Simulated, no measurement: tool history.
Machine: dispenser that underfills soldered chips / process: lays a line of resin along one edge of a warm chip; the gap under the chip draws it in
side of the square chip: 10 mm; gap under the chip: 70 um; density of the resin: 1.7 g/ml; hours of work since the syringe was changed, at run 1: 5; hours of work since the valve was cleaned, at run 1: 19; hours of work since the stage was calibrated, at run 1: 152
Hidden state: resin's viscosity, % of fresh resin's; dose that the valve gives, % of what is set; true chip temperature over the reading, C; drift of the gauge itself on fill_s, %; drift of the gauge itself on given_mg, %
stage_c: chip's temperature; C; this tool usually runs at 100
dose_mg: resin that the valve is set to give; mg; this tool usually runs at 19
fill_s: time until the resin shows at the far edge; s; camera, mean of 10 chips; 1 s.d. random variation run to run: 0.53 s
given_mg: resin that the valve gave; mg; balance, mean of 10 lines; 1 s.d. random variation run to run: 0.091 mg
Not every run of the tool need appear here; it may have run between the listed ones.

run,hour,stage_c,dose_mg,hours of work since the syringe was changed,hours of work since the valve was cleaned,hours of work since the stage was calibrated,fill_s,given_mg
1,0,100,19,5,19,152,63.4,18.74
# hour 3.1: new syringe of resin
2,4.8,100,19,1,22,156,47.8,18.86
3,10.4,100,19,6,27,160,65.3,18.89
# hour 12.7: new syringe of resin
4,19,100,19,5,33,166,60.7,18.73
# hour 22.6: new syringe of resin
5,23.3,100,19,1,36,169,43.9,18.52
6,31.4,100,19,7,42,175,72.6,18.6
# hour 32.4: new syringe of resin
7,36.2,86,19,3,46,179,92.5,18.58
8,40.3,86,19,6,49,182,117.7,18.49
# hour 41.9: new syringe of resin
9,45.9,113,16.9,3,53,186,32.3,16.37
10,50.4,108,21.3,6,56,189,51.2,20.64
# hour 51.4: new syringe of resin
11,59.3,108,21.3,6,63,196,48.3,20.51
# hour 61.5: new syringe of resin
12,66.4,100,17.6,4,68,201,57,17.03
# hour 71: new syringe of resin
13,73.6,100,17.6,2,73,206,49,16.89
14,79.4,92,17.6,6,77,210,97.7,16.89
# hour 81.1: new syringe of resin
15,85.6,104,22.1,3,82,215,45.7,21.37

Forecast each of these 4 alternatives for the next run:
A,89.3,88,22.8,6,85,218,?,?
B,89.3,115,16.5,6,85,218,?,?
C,89.3,86,20.4,6,85,218,?,?
D,89.3,90,17.5,6,85,218,?,?

run,fill_s,given_mg
A,108.1,21.79
B,40.4,15.7
C,115.9,19.61
D,101,16.81
What these runs would have given with no unlogged condition in the tool:
run,fill_s,given_mg
A,69.6,22.79
B,25.6,16.42
C,74.5,20.51
D,64.6,17.58
